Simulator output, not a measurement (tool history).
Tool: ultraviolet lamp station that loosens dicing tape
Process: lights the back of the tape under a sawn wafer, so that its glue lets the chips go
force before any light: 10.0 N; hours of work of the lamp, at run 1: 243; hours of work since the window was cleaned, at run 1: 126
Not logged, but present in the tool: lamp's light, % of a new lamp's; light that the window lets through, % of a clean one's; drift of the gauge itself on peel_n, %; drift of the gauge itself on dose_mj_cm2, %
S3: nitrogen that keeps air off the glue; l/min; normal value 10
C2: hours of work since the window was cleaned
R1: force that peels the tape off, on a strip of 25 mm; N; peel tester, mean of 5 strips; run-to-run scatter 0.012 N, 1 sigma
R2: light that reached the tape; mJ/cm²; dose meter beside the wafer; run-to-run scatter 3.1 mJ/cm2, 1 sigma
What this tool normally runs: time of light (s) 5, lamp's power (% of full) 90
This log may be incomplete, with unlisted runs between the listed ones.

{"run": 1, "hour": 0.0, "time of light (s)": 5, "lamp's power (% of full)": 90, "S3": 10, "hours of work of the lamp": 243, "C2": 126, "R1": 0.672, "R2": 437}
{"run": 2, "hour": 13.0, "time of light (s)": 5, "lamp's power (% of full)": 90, "S3": 10, "hours of work of the lamp": 252, "C2": 134, "R1": 0.628, "R2": 439}
{"run": 3, "hour": 25.9, "time of light (s)": 5, "lamp's power (% of full)": 90, "S3": 10, "hours of work of the lamp": 260, "C2": 143, "R1": 0.667, "R2": 434}
{"run": 4, "hour": 32.4, "time of light (s)": 5, "lamp's power (% of full)": 90, "S3": 10, "hours of work of the lamp": 264, "C2": 147, "R1": 0.665, "R2": 432}
{"run": 5, "hour": 47.7, "time of light (s)": 5, "lamp's power (% of full)": 90, "S3": 10, "hours of work of the lamp": 274, "C2": 157, "R1": 0.67, "R2": 425}
{"run": 6, "hour": 57.2, "time of light (s)": 5, "lamp's power (% of full)": 90, "S3": 10, "hours of work of the lamp": 280, "C2": 163, "R1": 0.666, "R2": 424}
{"run": 7, "hour": 72.1, "time of light (s)": 5, "lamp's power (% of full)": 90, "S3": 10, "hours of work of the lamp": 290, "C2": 172, "R1": 0.694, "R2": 426}
{"run": 8, "hour": 80.1, "time of light (s)": 5, "lamp's power (% of full)": 90, "S3": 10, "hours of work of the lamp": 295, "C2": 178, "R1": 0.675, "R2": 419}
{"run": 9, "hour": 87.6, "time of light (s)": 5, "lamp's power (% of full)": 90, "S3": 10, "hours of work of the lamp": 300, "C2": 183, "R1": 0.668, "R2": 424}
{"run": 10, "hour": 96.3, "time of light (s)": 5, "lamp's power (% of full)": 90, "S3": 10, "hours of work of the lamp": 306, "C2": 188, "R1": 0.69, "R2": 421}
{"run": 11, "hour": 102.8, "time of light (s)": 5, "lamp's power (% of full)": 90, "S3": 10, "hours of work of the lamp": 310, "C2": 192, "R1": 0.702, "R2": 421}
{"run": 12, "hour": 115.9, "time of light (s)": 5, "lamp's power (% of full)": 90, "S3": 5, "hours of work of the lamp": 318, "C2": 201, "R1": 0.975, "R2": 415}
{"run": 13, "hour": 129.1, "time of light (s)": 5, "lamp's power (% of full)": 90, "S3": 5, "hours of work of the lamp": 327, "C2": 209, "R1": 0.974, "R2": 419}
{"run": 14, "hour": 143.5, "time of light (s)": 5, "lamp's power (% of full)": 90, "S3": 5, "hours of work of the lamp": 336, "C2": 219, "R1": 0.984, "R2": 412}
{"run": 15, "hour": 152.3, "time of light (s)": 5, "lamp's power (% of full)": 90, "S3": 5, "hours of work of the lamp": 342, "C2": 224, "R1": 1.014, "R2": 414}
{"run": 16, "hour": 158.8, "time of light (s)": 3, "lamp's power (% of full)": 90, "S3": 5, "hours of work of the lamp": 346, "C2": 229, "R1": 2.309, "R2": 245}
{"run": 17, "hour": 174.2, "time of light (s)": 7, "lamp's power (% of full)": 90, "S3": 10, "hours of work of the lamp": 356, "C2": 239, "R1": 0.369, "R2": 577}
{"run": 18, "hour": 183.9, "time of light (s)": 7, "lamp's power (% of full)": 90, "S3": 10, "hours of work of the lamp": 363, "C2": 245, "R1": 0.37, "R2": 571}
{"run": 19, "hour": 198.9, "time of light (s)": 7, "lamp's power (% of full)": 90, "S3": 10, "hours of work of the lamp": 372, "C2": 255, "R1": 0.365, "R2": 573}
{"run": 20, "hour": 209.6, "time of light (s)": 5, "lamp's power (% of full)": 90, "S3": 10, "hours of work of the lamp": 379, "C2": 262, "R1": 0.746, "R2": 409}
{"run": 21, "hour": 216.7, "time of light (s)": 5, "lamp's power (% of full)": 90, "S3": 10, "hours of work of the lamp": 384, "C2": 266, "R1": 0.756, "R2": 402}
{"run": 22, "hour": 227.5, "time of light (s)": 5, "lamp's power (% of full)": 91, "S3": 10, "hours of work of the lamp": 391, "C2": 273, "R1": 0.739, "R2": 404}
{"hour": 234.4, "done": "window cleaned of glue's vapour"}
{"run": 23, "hour": 243.0, "time of light (s)": 6, "lamp's power (% of full)": 100, "S3": 3, "hours of work of the lamp": 401, "C2": 6, "R1": 0.614, "R2": 597}
{"run": 24, "hour": 258.9, "time of light (s)": 6, "lamp's power (% of full)": 65, "S3": 12, "hours of work of the lamp": 411, "C2": 16, "R1": 0.795, "R2": 381}
{"run": 25, "hour": 272.4, "time of light (s)": 6, "lamp's power (% of full)": 65, "S3": 12, "hours of work of the lamp": 420, "C2": 25, "R1": 0.798, "R2": 382}
{"run": 26, "hour": 284.9, "time of light (s)": 6, "lamp's power (% of full)": 65, "S3": 12, "hours of work of the lamp": 428, "C2": 33, "R1": 0.818, "R2": 379}
{"run": 27, "hour": 293.7, "time of light (s)": 2, "lamp's power (% of full)": 90, "S3": 17, "hours of work of the lamp": 433, "C2": 38, "R1": 2.691, "R2": 170}

Run 28, settings as shown, results not yet in. Your forecast:
{"run": 28, "hour": 306.9, "time of light (s)": 2, "lamp's power (% of full)": 79, "S3": 10, "hours of work of the lamp": 442, "C2": 47, "R1": "?", "R2": "?"}

{"run 28": {"R1": 3.527, "R2": 149}}
Take away the tool's hidden state, keep the run-to-run variation as it was, and the same run would have given R1 3.166 N, R2 165 mJ/cm².
